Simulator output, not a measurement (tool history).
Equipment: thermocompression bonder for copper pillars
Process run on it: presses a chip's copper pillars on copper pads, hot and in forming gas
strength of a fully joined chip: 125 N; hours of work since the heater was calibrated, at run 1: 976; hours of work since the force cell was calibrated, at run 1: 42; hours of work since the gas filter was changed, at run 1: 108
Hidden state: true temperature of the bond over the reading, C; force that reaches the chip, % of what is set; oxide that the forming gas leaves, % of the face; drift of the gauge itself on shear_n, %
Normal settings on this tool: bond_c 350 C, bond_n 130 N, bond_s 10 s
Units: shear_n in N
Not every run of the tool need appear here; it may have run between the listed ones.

| run | hour | bond_c | bond_n | bond_s | hours of work since the heater was calibrated | hours of work since the force cell was calibrated | hours of work since the gas filter was changed | shear_n |
|---|---|---|---|---|---|---|---|---|
| 1 | 0 | 350 | 130 | 10 | 976 | 42 | 108 | 54.7 |
| 2 | 9.5 | 350 | 85 | 10 | 980 | 47 | 113 | 40.7 |
| 3 | 18.8 | 350 | 130 | 15 | 985 | 52 | 118 | 62.9 |
| 4 | 25.7 | 350 | 130 | 15 | 989 | 55 | 121 | 62.6 |
| 5 | 35.4 | 350 | 130 | 10 | 994 | 60 | 126 | 53.8 |
| 6 | 42.4 | 350 | 130 | 10 | 997 | 64 | 130 | 54.2 |
| 7 | 51.1 | 350 | 130 | 10 | 1002 | 68 | 134 | 54.1 |
| 8 | 56.5 | 350 | 130 | 10 | 1005 | 71 | 137 | 53.7 |
| 9 | 62 | 350 | 130 | 10 | 1007 | 74 | 140 | 53.8 |
|  | 66.4 | forming gas filter changed |
| 10 | 69.1 | 361 | 130 | 10 | 1011 | 77 | 1 | 60.3 |
| 11 | 75.2 | 361 | 130 | 10 | 1014 | 81 | 5 | 60.5 |
| 12 | 80 | 361 | 130 | 10 | 1017 | 83 | 7 | 60.5 |
| 13 | 89.3 | 361 | 130 | 10 | 1021 | 88 | 12 | 60.4 |
| 14 | 94.9 | 361 | 130 | 10 | 1024 | 91 | 15 | 60.7 |
| 15 | 103.4 | 361 | 130 | 10 | 1029 | 95 | 19 | 60.6 |
| 16 | 109.9 | 350 | 130 | 10 | 1032 | 99 | 22 | 53.9 |
| 17 | 118 | 350 | 132 | 10 | 1036 | 103 | 27 | 55 |
| 18 | 123 | 349 | 147 | 9 | 1039 | 105 | 29 | 55.6 |
| 19 | 128.3 | 325 | 174 | 7 | 1041 | 108 | 32 | 42.7 |
| 20 | 132.5 | 360 | 130 | 10 | 1044 | 110 | 34 | 60.3 |
| 21 | 139 | 360 | 130 | 10 | 1047 | 114 | 37 | 59.9 |
| 22 | 144.8 | 363 | 87 | 5 | 1050 | 117 | 40 | 36.3 |
| 23 | 153.9 | 363 | 87 | 5 | 1055 | 121 | 45 | 36.3 |
| 24 | 163.4 | 363 | 87 | 5 | 1060 | 126 | 50 | 36.7 |
| 25 | 170.3 | 350 | 120 | 10 | 1063 | 130 | 54 | 51.3 |
| 26 | 174.7 | 324 | 151 | 9 | 1065 | 132 | 56 | 42.6 |
| 27 | 183.9 | 350 | 122 | 9 | 1070 | 137 | 61 | 50 |
| 28 | 191.5 | 350 | 122 | 9 | 1074 | 141 | 64 | 50.3 |
| 29 | 196.4 | 334 | 178 | 30 | 1077 | 143 | 67 | 80.3 |
| 30 | 200.3 | 334 | 178 | 30 | 1079 | 145 | 69 | 79.9 |
| 31 | 205.5 | 334 | 178 | 30 | 1081 | 148 | 72 | 78.8 |

4 ways to go on from here, each from the tool as it stands after run 31. What would each give?
| A | 212.3 | 354 | 187 | 10 | 1085 | 151 | 75 | ? |
| B | 212.3 | 334 | 169 | 30 | 1085 | 151 | 75 | ? |
| C | 212.3 | 350 | 142 | 10 | 1085 | 151 | 75 | ? |
| D | 212.3 | 355 | 130 | 10 | 1085 | 151 | 75 | ? |

| run | shear_n |
|---|---|
| A | 69.5 |
| B | 77.5 |
| C | 56.5 |
| D | 57.3 |
The same runs, with their run-to-run variation unchanged, on a tool lacking any hidden condition would have given:
| run | shear_n |
|---|---|
| A | 69.6 |
| B | 77.7 |
| C | 56.6 |
| D | 57.4 |
